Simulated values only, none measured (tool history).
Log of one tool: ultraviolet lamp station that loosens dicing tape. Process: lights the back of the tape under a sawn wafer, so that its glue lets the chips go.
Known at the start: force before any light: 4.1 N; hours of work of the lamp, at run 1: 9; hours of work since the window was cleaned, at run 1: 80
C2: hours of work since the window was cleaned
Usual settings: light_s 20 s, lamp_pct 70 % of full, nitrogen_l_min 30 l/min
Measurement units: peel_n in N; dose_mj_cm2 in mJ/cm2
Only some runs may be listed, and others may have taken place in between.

Run 1, hour 0.0: usual settings; hours of work of the lamp 9; C2 80. Result: peel_n 0.579 N, dose_mj_cm2 409 mJ/cm2.
Run 2, hour 13.1: usual settings; hours of work of the lamp 17; C2 88. Result: peel_n 0.576 N, dose_mj_cm2 419 mJ/cm2.
Run 3, hour 23.0: usual settings; hours of work of the lamp 22; C2 93. Result: peel_n 0.600 N, dose_mj_cm2 419 mJ/cm2.
Run 4, hour 40.4: usual settings; hours of work of the lamp 32; C2 103. Result: peel_n 0.579 N, dose_mj_cm2 407 mJ/cm2.
Run 5, hour 51.2: usual settings; hours of work of the lamp 38; C2 109. Result: peel_n 0.585 N, dose_mj_cm2 407 mJ/cm2.
Run 6, hour 66.3: usual settings but nitrogen_l_min 32 l/min; hours of work of the lamp 46; C2 117. Result: peel_n 0.580 N, dose_mj_cm2 406 mJ/cm2.
Run 7, hour 81.1: usual settings but nitrogen_l_min 32 l/min; hours of work of the lamp 54; C2 125. Result: peel_n 0.569 N, dose_mj_cm2 408 mJ/cm2.
Run 8, hour 89.4: usual settings but nitrogen_l_min 32 l/min; hours of work of the lamp 59; C2 130. Result: peel_n 0.567 N, dose_mj_cm2 406 mJ/cm2.
Run 9, hour 99.2: usual settings; hours of work of the lamp 64; C2 135. Result: peel_n 0.612 N, dose_mj_cm2 407 mJ/cm2.
Run 10, hour 109.4: usual settings but nitrogen_l_min 25 l/min; hours of work of the lamp 70; C2 141. Result: peel_n 0.694 N, dose_mj_cm2 405 mJ/cm2.
Run 11, hour 124.5: usual settings but nitrogen_l_min 18 l/min; hours of work of the lamp 78; C2 149. Result: peel_n 0.863 N, dose_mj_cm2 405 mJ/cm2.
Run 12, hour 136.8: usual settings; hours of work of the lamp 85; C2 156. Result: peel_n 0.586 N, dose_mj_cm2 407 mJ/cm2.
At hour 138.4: window cleaned of glue's vapour.
Run 13, hour 146.7: usual settings; hours of work of the lamp 90; C2 5. Result: peel_n 0.610 N, dose_mj_cm2 398 mJ/cm2.
Run 14, hour 162.8: usual settings; hours of work of the lamp 99; C2 14. Result: peel_n 0.618 N, dose_mj_cm2 397 mJ/cm2.
Run 15, hour 177.5: usual settings; hours of work of the lamp 107; C2 22. Result: peel_n 0.633 N, dose_mj_cm2 391 mJ/cm2.
Run 16, hour 189.2: usual settings; hours of work of the lamp 114; C2 28. Result: peel_n 0.626 N, dose_mj_cm2 394 mJ/cm2.
At hour 200.8: window cleaned of glue's vapour, once more.
Run 17, hour 200.8: usual settings but light_s 17 s; hours of work of the lamp 120; C2 0. Result: peel_n 0.762 N, dose_mj_cm2 347 mJ/cm2.
Run 18, hour 212.7: usual settings but lamp_pct 76 % of full; hours of work of the lamp 127; C2 7. Result: peel_n 0.497 N, dose_mj_cm2 445 mJ/cm2.
Run 19, hour 229.6: usual settings but light_s 12 s; hours of work of the lamp 136; C2 16. Result: peel_n 1.192 N, dose_mj_cm2 246 mJ/cm2.
Run 20, hour 237.1: usual settings but light_s 24 s; hours of work of the lamp 140; C2 20. Result: peel_n 0.423 N, dose_mj_cm2 491 mJ/cm2.
Run 21, hour 252.4: usual settings but light_s 24 s; hours of work of the lamp 149; C2 29. Result: peel_n 0.427 N, dose_mj_cm2 490 mJ/cm2.
Run 22, hour 267.8: usual settings but light_s 24 s; hours of work of the lamp 157; C2 37. Result: peel_n 0.449 N, dose_mj_cm2 483 mJ/cm2.
Run 23, hour 285.3: usual settings but light_s 18 s, lamp_pct 91 % of full, nitrogen_l_min 14 l/min; hours of work of the lamp 167; C2 47. Result: peel_n 0.798 N, dose_mj_cm2 475 mJ/cm2.
Run 24, hour 299.5: usual settings but light_s 31 s, lamp_pct 63 % of full, nitrogen_l_min 22 l/min; hours of work of the lamp 175; C2 55. Result: peel_n 0.425 N, dose_mj_cm2 566 mJ/cm2.
Run 25, hour 311.3: usual settings but light_s 12 s, nitrogen_l_min 15 l/min; hours of work of the lamp 181; C2 61. Result: peel_n 1.726 N, dose_mj_cm2 244 mJ/cm2.
Run 26, hour 325.6: usual settings but light_s 12 s, nitrogen_l_min 15 l/min; hours of work of the lamp 189; C2 69. Result: peel_n 1.682 N, dose_mj_cm2 242 mJ/cm2.
Run 27, hour 336.9: usual settings but light_s 12 s, nitrogen_l_min 15 l/min; hours of work of the lamp 195; C2 75. Result: peel_n 1.677 N, dose_mj_cm2 243 mJ/cm2.
Run 28, hour 354.2: usual settings but light_s 28 s, lamp_pct 60 % of full, nitrogen_l_min 33 l/min; hours of work of the lamp 205; C2 85. Result: peel_n 0.414 N, dose_mj_cm2 477 mJ/cm2.
Run 29, hour 364.3: usual settings but light_s 28 s, lamp_pct 60 % of full, nitrogen_l_min 33 l/min; hours of work of the lamp 210; C2 90. Result: peel_n 0.423 N, dose_mj_cm2 481 mJ/cm2.
Run 30, hour 377.8: usual settings but light_s 22 s, lamp_pct 83 % of full, nitrogen_l_min 12 l/min; hours of work of the lamp 218; C2 98. Result: peel_n 0.773 N, dose_mj_cm2 518 mJ/cm2.
Run 31, hour 393.2: usual settings but light_s 22 s, lamp_pct 83 % of full, nitrogen_l_min 12 l/min; hours of work of the lamp 226; C2 106. Result: peel_n 0.761 N, dose_mj_cm2 522 mJ/cm2.
Run 32, hour 404.1: usual settings but light_s 22 s, lamp_pct 83 % of full, nitrogen_l_min 12 l/min; hours of work of the lamp 233; C2 113. Result: peel_n 0.787 N, dose_mj_cm2 518 mJ/cm2.
Run 33, hour 420.0: usual settings but light_s 25 s, lamp_pct 86 % of full; hours of work of the lamp 241; C2 121. Result: peel_n 0.289 N, dose_mj_cm2 616 mJ/cm2.
Run 34, hour 437.0: usual settings but light_s 25 s, lamp_pct 86 % of full; hours of work of the lamp 251; C2 131. Result: peel_n 0.294 N, dose_mj_cm2 606 mJ/cm2.
Run 35, hour 453.7: usual settings but light_s 27 s, lamp_pct 74 % of full; hours of work of the lamp 260; C2 140. Result: peel_n 0.337 N, dose_mj_cm2 561 mJ/cm2.
Run 36, hour 461.9: usual settings but light_s 13 s, lamp_pct 63 % of full; hours of work of the lamp 264; C2 144. Result: peel_n 1.321 N, dose_mj_cm2 230 mJ/cm2.
Run 37, hour 471.3: usual settings but light_s 15 s, lamp_pct 64 % of full, nitrogen_l_min 31 l/min; hours of work of the lamp 270; C2 150. Result: peel_n 1.092 N, dose_mj_cm2 262 mJ/cm2.
Run 38, hour 489.3: usual settings but light_s 15 s, lamp_pct 64 % of full, nitrogen_l_min 31 l/min; hours of work of the lamp 280; C2 160. Result: peel_n 1.063 N, dose_mj_cm2 262 mJ/cm2.
Run 39, hour 503.2: usual settings but light_s 10 s, lamp_pct 82 % of full; hours of work of the lamp 287; C2 167. Result: peel_n 1.306 N, dose_mj_cm2 227 mJ/cm2.
Run 40, hour 516.9: usual settings but light_s 10 s, lamp_pct 82 % of full; hours of work of the lamp 295; C2 175. Result: peel_n 1.291 N, dose_mj_cm2 224 mJ/cm2.
Run 41, hour 533.9: usual settings but light_s 26 s, lamp_pct 92 % of full, nitrogen_l_min 14 l/min; hours of work of the lamp 304; C2 184. Result: peel_n 0.449 N, dose_mj_cm2 663 mJ/cm2.
Run 42, hour 543.5: usual settings but light_s 14 s, lamp_pct 97 % of full, nitrogen_l_min 52 l/min; hours of work of the lamp 310; C2 190. Result: peel_n 0.475 N, dose_mj_cm2 374 mJ/cm2.
Run 43, hour 554.8: usual settings but nitrogen_l_min 13 l/min; hours of work of the lamp 316; C2 196. Result: peel_n 1.127 N, dose_mj_cm2 389 mJ/cm2.

Take each entry between the runs: how does the hidden state at the last listed run before it differ from the hidden state at the first listed run after it?
From run 12 to run 13: window cleaned of glue's vapour (hour 138.4)
  lamp's light, % of a new lamp's: 97.9 -> 97.8; light that the window lets through, % of a clean one's: 97.4 -> 96
  measured value less the no-hidden-state value, peel_n: +0.046 -> +0.062 N; dose_mj_cm2: -20 -> -25 mJ/cm2
From run 16 to run 17: window cleaned of glue's vapour, once more (hour 200.8)
  lamp's light, % of a new lamp's: 97.4 -> 97.3; light that the window lets through, % of a clean one's: 95.7 -> 99.8
  measured value less the no-hidden-state value, peel_n: +0.071 -> +0.034 N; dose_mj_cm2: -28 -> -11 mJ/cm2

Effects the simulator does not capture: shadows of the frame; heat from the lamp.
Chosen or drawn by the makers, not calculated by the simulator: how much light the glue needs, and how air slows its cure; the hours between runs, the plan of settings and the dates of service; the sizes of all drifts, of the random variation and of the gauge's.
